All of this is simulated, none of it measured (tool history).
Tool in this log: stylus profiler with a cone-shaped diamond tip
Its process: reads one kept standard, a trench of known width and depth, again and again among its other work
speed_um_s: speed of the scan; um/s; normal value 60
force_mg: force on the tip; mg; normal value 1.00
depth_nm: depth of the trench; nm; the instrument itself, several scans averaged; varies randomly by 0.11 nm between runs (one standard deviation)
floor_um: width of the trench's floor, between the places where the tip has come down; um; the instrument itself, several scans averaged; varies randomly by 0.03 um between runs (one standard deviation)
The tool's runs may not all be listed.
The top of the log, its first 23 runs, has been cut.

| run | hour | speed_um_s | force_mg | scans with this tip | hours of work since the height scale was calibrated | depth_nm | floor_um |
|---|---|---|---|---|---|---|---|
| 24 | 1277.9 | 74 | 0.59 | 10631 | 1652 | 202.34 | 96.32 |
| 25 | 1326.3 | 33 | 1.17 | 10756 | 1671 | 203.20 | 96.94 |
| 26 | 1380.0 | 26 | 1.88 | 10894 | 1693 | 204.07 | 97.10 |
| 27 | 1454.1 | 139 | 0.36 | 11085 | 1723 | 202.22 | 94.95 |
| 28 | 1524.4 | 23 | 2.46 | 11267 | 1751 | 204.77 | 97.10 |
| 29 | 1564.2 | 63 | 0.37 | 11369 | 1767 | 202.12 | 96.22 |
| 30 | 1594.9 | 204 | 2.56 | 11449 | 1779 | 204.63 | 95.93 |
| 31 | 1648.5 | 25 | 0.42 | 11587 | 1801 | 202.37 | 96.82 |
| 32 | 1697.3 | 97 | 0.57 | 11713 | 1820 | 202.34 | 95.95 |
| 33 | 1761.8 | 91 | 2.95 | 11879 | 1846 | 205.15 | 96.65 |
| 34 | 1826.0 | 15 | 2.68 | 12045 | 1872 | 204.93 | 97.08 |
| 35 | 1865.0 | 16 | 2.21 | 12145 | 1887 | 204.44 | 97.13 |
| 36 | 1922.8 | 74 | 2.59 | 12295 | 1911 | 204.80 | 96.69 |
| 37 | 1962.1 | 36 | 1.02 | 12396 | 1926 | 203.12 | 96.87 |
| 38 | 2008.4 | 71 | 0.73 | 12515 | 1945 | 202.84 | 96.27 |
| 39 | 2062.4 | 189 | 0.40 | 12655 | 1967 | 202.20 | 94.19 |
| 40 | 2104.1 | 60 | 0.63 | 12762 | 1983 | 202.66 | 96.43 |
| 41 | 2166.4 | 89 | 0.54 | 12923 | 2008 | 202.45 | 95.97 |

Each row is a separate what-if for the run after 41, all from the same tool condition, not one after another. Results?
| A | 2235.2 | 116 | 2.69 | 13100 | 2036 | ? | ? |
| B | 2235.2 | 60 | 2.62 | 13100 | 2036 | ? | ? |
| C | 2235.2 | 193 | 0.47 | 13100 | 2036 | ? | ? |

| run | depth_nm | floor_um |
|---|---|---|
| A | 204.86 | 96.34 |
| B | 204.93 | 96.74 |
| C | 202.57 | 94.28 |
What these runs would have given with no unlogged condition in the tool:
| run | depth_nm | floor_um |
|---|---|---|
| A | 203.51 | 97.25 |
| B | 203.58 | 97.65 |
| C | 201.25 | 95.18 |
